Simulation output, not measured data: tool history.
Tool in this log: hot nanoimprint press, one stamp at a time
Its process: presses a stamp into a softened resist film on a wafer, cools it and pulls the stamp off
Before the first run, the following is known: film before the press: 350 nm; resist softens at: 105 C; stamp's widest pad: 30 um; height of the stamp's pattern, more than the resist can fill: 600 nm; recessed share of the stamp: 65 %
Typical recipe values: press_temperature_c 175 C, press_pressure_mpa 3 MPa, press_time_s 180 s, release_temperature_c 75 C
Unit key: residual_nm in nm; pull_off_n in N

{"run": 1, "day": 0.0, "press_temperature_c": 175, "press_pressure_mpa": 3, "press_time_s": 180, "release_temperature_c": 75, "residual_nm": 134.5, "pull_off_n": 226}
{"run": 2, "day": 0.246, "press_temperature_c": 175, "press_pressure_mpa": 3, "press_time_s": 180, "release_temperature_c": 71, "residual_nm": 133.2, "pull_off_n": 257}
{"run": 3, "day": 0.454, "press_temperature_c": 175, "press_pressure_mpa": 3, "press_time_s": 180, "release_temperature_c": 75, "residual_nm": 134.6, "pull_off_n": 229}
{"run": 4, "day": 0.717, "press_temperature_c": 175, "press_pressure_mpa": 3, "press_time_s": 180, "release_temperature_c": 75, "residual_nm": 134.6, "pull_off_n": 226}
{"run": 5, "day": 1.021, "press_temperature_c": 175, "press_pressure_mpa": 3, "press_time_s": 180, "release_temperature_c": 75, "residual_nm": 136.1, "pull_off_n": 227}
{"run": 6, "day": 1.308, "press_temperature_c": 175, "press_pressure_mpa": 3, "press_time_s": 180, "release_temperature_c": 75, "residual_nm": 134.9, "pull_off_n": 221}
{"run": 7, "day": 1.558, "press_temperature_c": 175, "press_pressure_mpa": 3, "press_time_s": 180, "release_temperature_c": 75, "residual_nm": 135.7, "pull_off_n": 241}
{"run": 8, "day": 1.983, "press_temperature_c": 176, "press_pressure_mpa": 3, "press_time_s": 180, "release_temperature_c": 75, "residual_nm": 130.8, "pull_off_n": 228}
{"run": 9, "day": 2.325, "press_temperature_c": 176, "press_pressure_mpa": 3, "press_time_s": 180, "release_temperature_c": 75, "residual_nm": 130.1, "pull_off_n": 230}
{"run": 10, "day": 2.75, "press_temperature_c": 178, "press_pressure_mpa": 4.08, "press_time_s": 120, "release_temperature_c": 73, "residual_nm": 121.4, "pull_off_n": 241}
{"run": 11, "day": 3.133, "press_temperature_c": 175, "press_pressure_mpa": 1.99, "press_time_s": 182, "release_temperature_c": 75, "residual_nm": 165.1, "pull_off_n": 216}
{"run": 12, "day": 3.304, "press_temperature_c": 172, "press_pressure_mpa": 2.43, "press_time_s": 182, "release_temperature_c": 75, "residual_nm": 167.7, "pull_off_n": 233}
{"run": 13, "day": 3.6, "press_temperature_c": 172, "press_pressure_mpa": 2.43, "press_time_s": 182, "release_temperature_c": 75, "residual_nm": 167, "pull_off_n": 226}
{"run": 14, "day": 4.004, "press_temperature_c": 175, "press_pressure_mpa": 2.27, "press_time_s": 297, "release_temperature_c": 72, "residual_nm": 129.4, "pull_off_n": 251}
{"run": 15, "day": 4.258, "press_temperature_c": 170, "press_pressure_mpa": 2.63, "press_time_s": 297, "release_temperature_c": 79, "residual_nm": 145.2, "pull_off_n": 201}
{"run": 16, "day": 4.488, "press_temperature_c": 184, "press_pressure_mpa": 3.47, "press_time_s": 108, "release_temperature_c": 75, "residual_nm": 111.6, "pull_off_n": 227}
{"run": 17, "day": 4.662, "press_temperature_c": 184, "press_pressure_mpa": 3.51, "press_time_s": 154, "release_temperature_c": 72, "residual_nm": 95.1, "pull_off_n": 242}

What if the next run were any one of these 5? Each begins from the tool's condition after run 17:
{"run": "A", "day": 5.079, "press_temperature_c": 175, "press_pressure_mpa": 2.95, "press_time_s": 198, "release_temperature_c": 76, "residual_nm": "?", "pull_off_n": "?"}
{"run": "B", "day": 5.079, "press_temperature_c": 186, "press_pressure_mpa": 2.56, "press_time_s": 154, "release_temperature_c": 72, "residual_nm": "?", "pull_off_n": "?"}
{"run": "C", "day": 5.079, "press_temperature_c": 169, "press_pressure_mpa": 1.88, "press_time_s": 154, "release_temperature_c": 63, "residual_nm": "?", "pull_off_n": "?"}
{"run": "D", "day": 5.079, "press_temperature_c": 183, "press_pressure_mpa": 2.17, "press_time_s": 180, "release_temperature_c": 68, "residual_nm": "?", "pull_off_n": "?"}
{"run": "E", "day": 5.079, "press_temperature_c": 184, "press_pressure_mpa": 3.51, "press_time_s": 132, "release_temperature_c": 74, "residual_nm": "?", "pull_off_n": "?"}

run=A residual_nm=133.6 pull_off_n=217
run=B residual_nm=104.7 pull_off_n=251
run=C residual_nm=220 pull_off_n=305
run=D residual_nm=119.7 pull_off_n=264
run=E residual_nm=102.2 pull_off_n=227
The same runs, with their run-to-run variation unchanged, on a tool lacking any hidden condition would have given:
run=A residual_nm=131.5 pull_off_n=216
run=B residual_nm=103 pull_off_n=250
run=C residual_nm=216.6 pull_off_n=303
run=D residual_nm=117.8 pull_off_n=263
run=E residual_nm=100.6 pull_off_n=226
